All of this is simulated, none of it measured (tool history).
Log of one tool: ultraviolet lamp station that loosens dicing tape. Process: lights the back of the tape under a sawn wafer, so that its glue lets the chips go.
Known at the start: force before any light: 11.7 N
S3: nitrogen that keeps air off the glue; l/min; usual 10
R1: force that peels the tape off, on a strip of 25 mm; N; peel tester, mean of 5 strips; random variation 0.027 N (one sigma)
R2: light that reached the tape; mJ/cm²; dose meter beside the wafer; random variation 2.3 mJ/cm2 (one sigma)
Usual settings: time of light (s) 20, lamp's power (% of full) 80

run 1 day=0.000 | time_of_light_(s)=20 lamp's_power_(%_of_full)=80 S3=10 | R1=1.976 R2=196
run 2 day=1.146 | time_of_light_(s)=20 lamp's_power_(%_of_full)=63 S3=10 | R1=2.845 R2=150
run 3 day=2.592 | time_of_light_(s)=20 lamp's_power_(%_of_full)=80 S3=10 | R1=2.050 R2=184
run 4 day=4.050 | time_of_light_(s)=20 lamp's_power_(%_of_full)=85 S3=10 | R1=1.904 R2=197
run 5 day=4.912 | time_of_light_(s)=20 lamp's_power_(%_of_full)=85 S3=10 | R1=1.921 R2=194
run 6 day=5.958 | time_of_light_(s)=20 lamp's_power_(%_of_full)=80 S3=10 | R1=2.103 R2=180
run 7 day=7.446 | time_of_light_(s)=20 lamp's_power_(%_of_full)=80 S3=10 | R1=2.167 R2=179
-- day=8.008 window cleaned of glue's vapour
run 8 day=8.521 | time_of_light_(s)=20 lamp's_power_(%_of_full)=80 S3=10 | R1=2.645 R2=162
run 9 day=9.996 | time_of_light_(s)=20 lamp's_power_(%_of_full)=80 S3=10 | R1=2.667 R2=157
-- day=10.654 window cleaned of glue's vapour, once more
run 10 day=11.450 | time_of_light_(s)=17 lamp's_power_(%_of_full)=80 S3=10 | R1=2.258 R2=176
run 11 day=12.467 | time_of_light_(s)=33 lamp's_power_(%_of_full)=80 S3=10 | R1=0.620 R2=334
run 12 day=13.292 | time_of_light_(s)=33 lamp's_power_(%_of_full)=76 S3=10 | R1=0.733 R2=318
run 13 day=14.800 | time_of_light_(s)=11 lamp's_power_(%_of_full)=82 S3=8 | R1=4.359 R2=111
run 14 day=15.792 | time_of_light_(s)=11 lamp's_power_(%_of_full)=67 S3=8 | R1=5.390 R2=88
run 15 day=17.442 | time_of_light_(s)=11 lamp's_power_(%_of_full)=67 S3=8 | R1=5.459 R2=87
run 16 day=18.267 | time_of_light_(s)=26 lamp's_power_(%_of_full)=66 S3=3 | R1=3.643 R2=207
run 17 day=19.400 | time_of_light_(s)=31 lamp's_power_(%_of_full)=80 S3=5 | R1=1.548 R2=296
run 18 day=20.733 | time_of_light_(s)=31 lamp's_power_(%_of_full)=80 S3=5 | R1=1.580 R2=289
run 19 day=22.308 | time_of_light_(s)=31 lamp's_power_(%_of_full)=80 S3=5 | R1=1.595 R2=291
run 20 day=23.542 | time_of_light_(s)=31 lamp's_power_(%_of_full)=80 S3=5 | R1=1.751 R2=287

Forecast run 21:
run 21 day=24.904 | time_of_light_(s)=21 lamp's_power_(%_of_full)=80 S3=10 | R1=? R2=?

R1: 2.049 N
R2: 192 mJ/cm²
Without the tool's hidden state the same run would have given R1 1.234 N, R2 251 mJ/cm².

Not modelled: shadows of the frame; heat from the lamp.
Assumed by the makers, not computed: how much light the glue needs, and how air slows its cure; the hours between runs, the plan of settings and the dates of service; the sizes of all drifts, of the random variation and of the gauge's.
